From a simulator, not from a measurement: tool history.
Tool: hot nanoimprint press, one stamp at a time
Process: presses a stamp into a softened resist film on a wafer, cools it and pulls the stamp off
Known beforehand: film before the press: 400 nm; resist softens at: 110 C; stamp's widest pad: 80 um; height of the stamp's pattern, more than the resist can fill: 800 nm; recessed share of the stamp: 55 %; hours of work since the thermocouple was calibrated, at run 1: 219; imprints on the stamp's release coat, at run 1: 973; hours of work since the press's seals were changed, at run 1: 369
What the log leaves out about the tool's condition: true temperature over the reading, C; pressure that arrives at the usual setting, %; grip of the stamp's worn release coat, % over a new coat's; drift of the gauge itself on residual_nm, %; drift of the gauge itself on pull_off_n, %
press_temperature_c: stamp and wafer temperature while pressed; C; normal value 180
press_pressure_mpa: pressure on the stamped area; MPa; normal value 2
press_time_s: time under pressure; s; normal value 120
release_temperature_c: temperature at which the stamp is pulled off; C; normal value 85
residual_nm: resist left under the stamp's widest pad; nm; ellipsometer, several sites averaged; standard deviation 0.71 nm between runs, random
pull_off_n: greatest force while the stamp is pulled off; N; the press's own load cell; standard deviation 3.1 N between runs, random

run   hour  press_temperature_c  press_pressure_mpa  press_time_s  release_temperature_c  hours of work since the thermocouple was calibrated  imprints on the stamp's release coat  hours of work since the press's seals were changed  residual_nm  pull_off_n
  1      0                  180                   2           120                     85                                                  219                                   973                                                 369        177.3         204
  2      8                  180                   2           120                     85                                                  225                                  1008                                                 375        177.9         207
  3   18.5                  180                   2           120                     85                                                  233                                  1054                                                 384        177.2         205
  4   27.6                  180                   2           120                     85                                                  240                                  1094                                                 391        177.4         206
      35.1  -- stamp cleaned and given a new release coat
  5   47.9                  180                   2           120                     85                                                  252                                    56                                                 402        177.8         205
  6   64.6                  180                   2           120                     82                                                  265                                   128                                                 415        177.2         206
  7   74.6                  185                1.21           121                     78                                                  273                                   171                                                 423        178.5         211
  8   88.5                  177                 1.8           184                     92                                                  283                                   232                                                 434        186.3         195
  9  102.1                  177                 1.8           184                     92                                                  294                                   291                                                 444        186.1         192
 10  111.8                  177                2.58           184                     80                                                  302                                   333                                                 452        155.9         210

Consider 4 possible next runs. They are alternatives, not a sequence: every one starts from the tool as it was left by run 10. What does each give?
  A  122.7                  180                 1.4           120                     72                                                  310                                   381                                                 461            ?           ?
  B  122.7                  177                1.51           198                     80                                                  310                                   381                                                 461            ?           ?
  C  122.7                  175                   2           120                     85                                                  310                                   381                                                 461            ?           ?
  D  122.7                  177                2.58           101                     77                                                  310                                   381                                                 461            ?           ?

run  residual_nm  pull_off_n
  A        210.2         228
  B        198.1         216
  C          226         209
  D        194.1         212
Without the tool's unlogged condition, the same runs would have read:
run  residual_nm  pull_off_n
  A          210         227
  B        197.9         215
  C        225.7         208
  D        193.8         211

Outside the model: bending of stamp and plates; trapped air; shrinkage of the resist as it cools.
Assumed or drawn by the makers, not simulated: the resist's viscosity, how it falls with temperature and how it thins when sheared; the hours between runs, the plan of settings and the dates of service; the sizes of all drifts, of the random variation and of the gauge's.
